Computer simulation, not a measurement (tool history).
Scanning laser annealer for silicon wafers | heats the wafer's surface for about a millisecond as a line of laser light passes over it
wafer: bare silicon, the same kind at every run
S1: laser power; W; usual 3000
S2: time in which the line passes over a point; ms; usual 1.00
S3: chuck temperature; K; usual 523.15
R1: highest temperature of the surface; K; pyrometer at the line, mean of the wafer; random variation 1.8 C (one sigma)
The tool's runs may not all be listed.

run,day,S1,S2,S3,R1
1,0.000,3000,1.00,523.15,1222.15
2,0.588,3000,1.00,554.15,1254.15
3,2.008,3000,1.00,554.15,1250.15
4,3.267,3000,1.00,554.15,1247.15
5,4.558,3000,1.00,554.15,1244.15
6,5.612,3000,1.00,554.15,1241.15
7,6.638,3000,1.00,554.15,1240.15
8,7.983,3000,1.00,523.15,1205.15
9,9.100,3000,1.00,523.15,1201.15
10,9.729,3000,1.00,523.15,1199.15
11,10.779,2692,1.00,523.15,1130.15
# day 11.500: optics aligned, line set to its width
12,12.383,2692,1.00,523.15,1139.15
# day 13.246: window over the wafer cleaned
13,13.304,2692,1.00,523.15,1182.15
14,14.142,2692,1.19,523.15,1233.15
15,15.075,3000,1.00,523.15,1252.15
16,16.258,3000,1.00,523.15,1249.15
17,17.508,2832,1.00,523.15,1205.15
18,18.338,2832,0.80,523.15,1134.15
19,19.129,3008,1.00,503.15,1226.15
20,20.038,2937,1.22,545.15,1320.15
21,20.983,2635,0.71,523.15,1058.15
22,22.425,3090,0.87,521.15,1205.15
23,23.883,3059,1.00,561.15,1283.15
24,24.738,3000,0.80,493.15,1128.15
25,26.100,2994,0.72,523.15,1122.15
26,27.083,3152,1.00,535.15,1269.15
27,27.838,3152,1.00,535.15,1271.15
28,29.017,3152,1.00,535.15,1267.15
29,30.038,3152,0.77,557.15,1203.15
30,30.888,2567,1.00,551.15,1144.15
31,31.850,2567,1.00,551.15,1142.15
32,33.225,3060,1.07,551.15,1277.15
# day 34.204: window over the wafer cleaned
33,34.204,2776,1.07,540.15,1233.15
34,35.154,2791,0.73,521.15,1100.15
35,35.983,2629,0.95,521.15,1139.15
36,36.688,2556,0.75,517.15,1057.15

Hidden state or all else? Some run-to-run changes of R1, split into what the settings, what came in and random variation would give without the hidden state, and what is left for the hidden state (with any gauge scatter that isn't in both results):
The hidden state here: light that passes the window, % of a clean one's; laser's true power over the reading, %; width of the line over the set one, %; drift of the gauge itself on peak_c, C.
Run 12 -> 13: window over the wafer cleaned. R1 +43.00 K: hidden state +41.00, all else +2.00.
Run 20 -> 21: S1 2937 -> 2635, S2 1.22 -> 0.71, S3 545.15 -> 523.15. R1 -262.00 K: hidden state +4.00, all else -266.00.
Run 21 -> 22: S1 2635 -> 3090, S2 0.71 -> 0.87, S3 523.15 -> 521.15. R1 +147.00 K: hidden state -7.00, all else +154.00.
Run 23 -> 24: S1 3059 -> 3000, S2 1.00 -> 0.80, S3 561.15 -> 493.15. R1 -155.00 K: hidden state +2.00, all else -157.00.
Run 31 -> 32: S1 2567 -> 3060, S2 1.00 -> 1.07. R1 +135.00 K: hidden state -12.00, all else +147.00.
Run 32 -> 33: S1 3060 -> 2776, S3 551.15 -> 540.15, window over the wafer cleaned. R1 -44.00 K: hidden state +43.00, all else -87.00.

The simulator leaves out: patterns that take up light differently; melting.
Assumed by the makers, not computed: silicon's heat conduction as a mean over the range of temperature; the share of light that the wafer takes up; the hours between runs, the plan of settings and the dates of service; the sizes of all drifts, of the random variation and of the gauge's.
